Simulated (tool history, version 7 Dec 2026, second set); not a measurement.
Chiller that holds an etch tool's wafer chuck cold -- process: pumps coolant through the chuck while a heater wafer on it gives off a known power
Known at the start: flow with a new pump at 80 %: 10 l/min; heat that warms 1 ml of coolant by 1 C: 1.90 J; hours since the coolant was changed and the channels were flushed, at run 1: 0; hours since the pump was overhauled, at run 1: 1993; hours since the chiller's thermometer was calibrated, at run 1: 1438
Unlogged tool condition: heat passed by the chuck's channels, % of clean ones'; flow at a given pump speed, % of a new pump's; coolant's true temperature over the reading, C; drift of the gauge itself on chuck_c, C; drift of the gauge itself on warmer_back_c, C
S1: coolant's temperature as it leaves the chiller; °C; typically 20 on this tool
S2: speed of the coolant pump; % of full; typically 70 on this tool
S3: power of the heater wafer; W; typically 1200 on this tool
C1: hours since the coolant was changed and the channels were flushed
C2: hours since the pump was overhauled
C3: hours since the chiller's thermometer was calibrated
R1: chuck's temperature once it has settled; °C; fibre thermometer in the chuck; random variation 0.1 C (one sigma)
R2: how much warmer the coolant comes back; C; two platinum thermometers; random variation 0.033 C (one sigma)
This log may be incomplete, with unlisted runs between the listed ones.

Run 1, hour 0.0: usual settings; C1 0; C2 1993; C3 1438. Result: R1 33.1 °C, R2 4.35 C.
Run 2, hour 181.1: usual settings; C1 181; C2 2174; C3 1619. Result: R1 33.2 °C, R2 4.38 C.
Run 3, hour 323.5: usual settings; C1 324; C2 2317; C3 1762. Result: R1 33.0 °C, R2 4.30 C.
Run 4, hour 437.0: usual settings but S3 725 W; C1 437; C2 2430; C3 1875. Result: R1 28.1 °C, R2 2.61 C.
Run 5, hour 630.0: usual settings but S3 725 W; C1 630; C2 2623; C3 2068. Result: R1 27.9 °C, R2 2.57 C.
Run 6, hour 726.7: usual settings; C1 727; C2 2720; C3 2165. Result: R1 33.2 °C, R2 4.29 C.
Run 7, hour 865.0: usual settings but S1 26 °C, S2 89 % of full, S3 870 W; C1 865; C2 2858; C3 2303. Result: R1 33.5 °C, R2 2.46 C.
Run 8, hour 1001.1: usual settings but S1 14 °C, S2 77 % of full, S3 762 W; C1 1001; C2 2994; C3 2439. Result: R1 21.7 °C, R2 2.39 C.
Run 9, hour 1194.6: usual settings but S2 83 % of full; C1 1195; C2 3188; C3 2633. Result: R1 31.3 °C, R2 3.58 C.
Run 10, hour 1299.0: usual settings but S2 83 % of full; C1 1299; C2 3292; C3 2737. Result: R1 31.2 °C, R2 3.62 C.
Run 11, hour 1485.0: usual settings but S2 65 % of full, S3 1208 W; C1 1485; C2 3478; C3 2923. Result: R1 34.2 °C, R2 4.60 C.

Each row is a separate what-if for the run after 11, all from the same tool condition, not one after another. Results?
Run A, hour 1646.7: usual settings but S1 30 °C, S2 65 % of full, S3 867 W; C1 1647; C2 3640; C3 3085. Result: R1 ?, R2 ?.
Run B, hour 1646.7: usual settings but S1 19 °C, S2 75 % of full, S3 658 W; C1 1647; C2 3640; C3 3085. Result: R1 ?, R2 ?.
Run C, hour 1646.7: usual settings but S1 18 °C, S2 63 % of full, S3 1208 W; C1 1647; C2 3640; C3 3085. Result: R1 ?, R2 ?.
Run D, hour 1646.7: usual settings but S2 87 % of full, S3 1208 W; C1 1647; C2 3640; C3 3085. Result: R1 ?, R2 ?.
Run E, hour 1646.7: usual settings but S1 15 °C, S2 81 % of full, S3 644 W; C1 1647; C2 3640; C3 3085. Result: R1 ?, R2 ?.

run    R1    R2
  A  40.2  3.24
  B  25.8  2.04
  C  32.5  4.72
  D  30.8  3.38
  E  21.1  1.90
With no hidden state in the tool, these same runs would have given:
run    R1    R2
  A  40.2  3.38
  B  25.8  2.18
  C  32.4  4.86
  D  30.8  3.51
  E  21.1  2.04

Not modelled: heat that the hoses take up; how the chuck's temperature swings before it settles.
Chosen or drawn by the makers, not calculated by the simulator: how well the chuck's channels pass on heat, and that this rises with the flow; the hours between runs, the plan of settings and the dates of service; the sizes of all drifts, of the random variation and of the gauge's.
